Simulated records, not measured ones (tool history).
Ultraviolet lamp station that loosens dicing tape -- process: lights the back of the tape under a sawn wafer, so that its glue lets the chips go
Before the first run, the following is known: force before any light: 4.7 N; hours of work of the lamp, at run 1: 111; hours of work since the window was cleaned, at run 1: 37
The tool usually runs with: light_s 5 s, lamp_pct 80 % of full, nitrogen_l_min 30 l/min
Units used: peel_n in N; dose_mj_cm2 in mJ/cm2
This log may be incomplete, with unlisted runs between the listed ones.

run	hour	light_s	lamp_pct	nitrogen_l_min	hours of work of the lamp	hours of work since the window was cleaned	peel_n	dose_mj_cm2
1	0	5	80	30	111	37	0.205	574
2	21.5	5	80	30	122	48	0.213	563
3	36.5	5	80	30	130	55	0.222	564
4	59.3	5	80	30	141	67	0.218	553
5	80.2	5	80	30	152	78	0.22	551
6	98.2	5	80	30	161	87	0.212	546
7	110.7	5	80	30	168	93	0.227	543
8	127.3	5	80	30	176	102	0.233	544
9	145.1	5	78	30	185	111	0.241	527
10	155.5	5	78	30	191	116	0.247	526
11	177.1	5	78	30	202	127	0.259	520
12	187.5	5	78	30	207	133	0.25	518
13	204.6	5	92	30	216	141	0.197	606
# hour 206.2: window cleaned of glue's vapour
14	220	5	92	30	223	7	0.199	595

What does the tool deliver on the next run?
15	232	5	92	30	229	13	?	?

{"run 15": {"peel_n": 0.198, "dose_mj_cm2": 587}}
Without the tool's hidden state the same run would have given peel_n 0.16 N, dose_mj_cm2 686 mJ/cm2.
